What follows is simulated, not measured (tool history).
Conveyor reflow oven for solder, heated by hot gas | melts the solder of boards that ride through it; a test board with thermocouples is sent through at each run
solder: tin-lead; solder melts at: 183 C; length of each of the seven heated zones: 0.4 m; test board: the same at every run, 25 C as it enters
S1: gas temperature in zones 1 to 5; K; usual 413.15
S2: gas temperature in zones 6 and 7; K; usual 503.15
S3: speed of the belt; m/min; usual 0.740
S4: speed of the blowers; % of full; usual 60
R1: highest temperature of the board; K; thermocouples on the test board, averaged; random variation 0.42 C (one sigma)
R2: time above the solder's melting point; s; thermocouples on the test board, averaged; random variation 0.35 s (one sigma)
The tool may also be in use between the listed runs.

Run 1, hour 0.0: usual settings. Result: R1 488.85 K, R2 47.9 s.
Run 2, hour 9.1: usual settings but S3 0.787 m/min. Result: R1 486.95 K, R2 43.9 s.
Run 3, hour 16.6: usual settings but S3 0.787 m/min. Result: R1 486.85 K, R2 43.3 s.
Run 4, hour 22.6: usual settings but S3 0.787 m/min. Result: R1 486.85 K, R2 44.0 s.
Run 5, hour 27.9: usual settings but S3 0.787 m/min. Result: R1 486.55 K, R2 43.4 s.
Run 6, hour 37.1: usual settings but S3 0.787 m/min. Result: R1 486.75 K, R2 43.7 s.
Run 7, hour 41.9: usual settings but S3 0.787 m/min. Result: R1 486.95 K, R2 44.1 s.
Run 8, hour 50.4: usual settings but S3 0.787 m/min. Result: R1 485.45 K, R2 44.4 s.
Run 9, hour 58.4: usual settings but S4 63 % of full. Result: R1 488.55 K, R2 49.2 s.
Run 10, hour 63.8: usual settings but S4 63 % of full. Result: R1 489.35 K, R2 48.8 s.
Run 11, hour 73.6: usual settings but S4 63 % of full. Result: R1 489.05 K, R2 48.4 s.
Run 12, hour 82.2: usual settings but S2 513.15 K. Result: R1 496.75 K, R2 53.1 s.
Run 13, hour 89.7: usual settings but S2 513.15 K. Result: R1 496.75 K, R2 53.8 s.
Run 14, hour 95.4: usual settings but S2 509.15 K, S4 62 % of full. Result: R1 493.75 K, R2 52.2 s.
Run 15, hour 100.2: usual settings but S2 509.15 K, S4 62 % of full. Result: R1 494.75 K, R2 51.5 s.
Run 16, hour 105.8: usual settings but S1 399.15 K, S2 507.15 K, S3 0.865 m/min. Result: R1 483.35 K, R2 33.4 s.
Run 17, hour 114.8: usual settings but S1 409.15 K, S3 0.727 m/min, S4 83 % of full. Result: R1 492.35 K, R2 51.4 s.
Run 18, hour 123.0: usual settings but S1 409.15 K, S2 517.15 K, S3 0.727 m/min, S4 76 % of full. Result: R1 503.75 K, R2 57.4 s.
Run 19, hour 127.4: usual settings but S2 511.15 K, S3 0.824 m/min. Result: R1 491.25 K, R2 44.6 s.
Run 20, hour 134.3: usual settings but S1 420.15 K, S2 508.15 K, S3 0.824 m/min. Result: R1 490.35 K, R2 47.0 s.
Run 21, hour 141.3: usual settings but S1 418.15 K, S2 492.15 K, S3 0.697 m/min, S4 81 % of full. Result: R1 484.25 K, R2 51.6 s.
Run 22, hour 150.2: usual settings but S1 419.15 K, S3 0.868 m/min, S4 80 % of full. Result: R1 487.85 K, R2 42.6 s.
Run 23, hour 154.7: usual settings but S1 405.15 K, S2 511.15 K, S3 0.775 m/min, S4 81 % of full. Result: R1 495.55 K, R2 49.5 s.
Run 24, hour 161.6: usual settings but S1 404.15 K, S3 0.710 m/min. Result: R1 487.95 K, R2 47.1 s.
Run 25, hour 167.6: usual settings but S1 401.15 K, S2 492.15 K, S4 64 % of full. Result: R1 476.55 K, R2 35.5 s.
Run 26, hour 174.3: usual settings but S1 401.15 K, S2 492.15 K, S4 64 % of full. Result: R1 476.45 K, R2 35.5 s.

The same runs without the tool's hidden state, with the same run-to-run variation:
The hidden state here: heat that the gas passes to the board, % of a clean oven's; belt's true speed, % of the reading; true gas temperature in zones 6 and 7 over the reading, C; drift of the gauge itself on peak_c, C; drift of the gauge itself on liquid_s, %.
run      R1    R2
  1  488.95  47.8
  2  487.05  43.9
  3  486.95  43.3
  4  487.05  44.1
  5  486.85  43.5
  6  487.05  43.8
  7  487.15  44.3
  8  485.85  44.6
  9  488.85  49.4
 10  489.65  49.0
 11  489.45  48.6
 12  497.25  53.3
 13  497.25  53.9
 14  494.35  52.4
 15  495.25  51.8
 16  484.05  33.9
 17  492.95  51.8
 18  504.55  57.6
 19  492.05  45.0
 20  491.05  47.4
 21  484.85  52.1
 22  488.75  43.1
 23  496.55  50.0
 24  488.75  47.8
 25  477.45  36.5
 26  477.35  36.5
